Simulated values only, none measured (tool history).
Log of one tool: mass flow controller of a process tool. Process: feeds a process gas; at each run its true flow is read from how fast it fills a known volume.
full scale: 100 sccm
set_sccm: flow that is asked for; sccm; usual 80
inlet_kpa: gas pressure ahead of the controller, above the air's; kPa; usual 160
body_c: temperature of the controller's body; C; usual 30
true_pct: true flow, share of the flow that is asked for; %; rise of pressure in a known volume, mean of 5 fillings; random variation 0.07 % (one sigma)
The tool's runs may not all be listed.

run    hour  set_sccm  inlet_kpa  body_c  true_pct
  1     0.0        80        160      30     99.03
  2   173.4        80        160      30     99.12
  3   298.2        47        160      30     98.36
  4   415.9        80        160      30     98.97
  5   515.8        80        160      30     98.95
  6   684.0        80        160      30     98.97
  7   804.5        80        160      30     98.96
  8   986.4        14        275      22     98.16
  9  1117.1        39        280      22     98.53
 10  1229.1        34        160      30     97.85
 11  1361.2        27        163      40     96.49
 12  1448.5        27        163      40     96.58
 13  1599.3        20        210      40     96.11

Some steps in true_pct between neighbouring runs. How much of each would the tool show without its hidden state too (settings, what came in, random variation), and how much is left for the hidden state, with any gauge scatter that isn't in both results?
The hidden state here: flow at rest that the sensor doesn't see, % of full scale; true flow over the shown one, %; drift of the gauge itself on true_pct, %.
Run 1 -> 2: no setting changed, nothing entered. true_pct +0.09 %: hidden state -0.05, all else +0.14.
Run 10 -> 11: set_sccm 34 -> 27, inlet_kpa 160 -> 163, body_c 30 -> 40. true_pct -1.36 %: hidden state -0.03, all else -1.33.
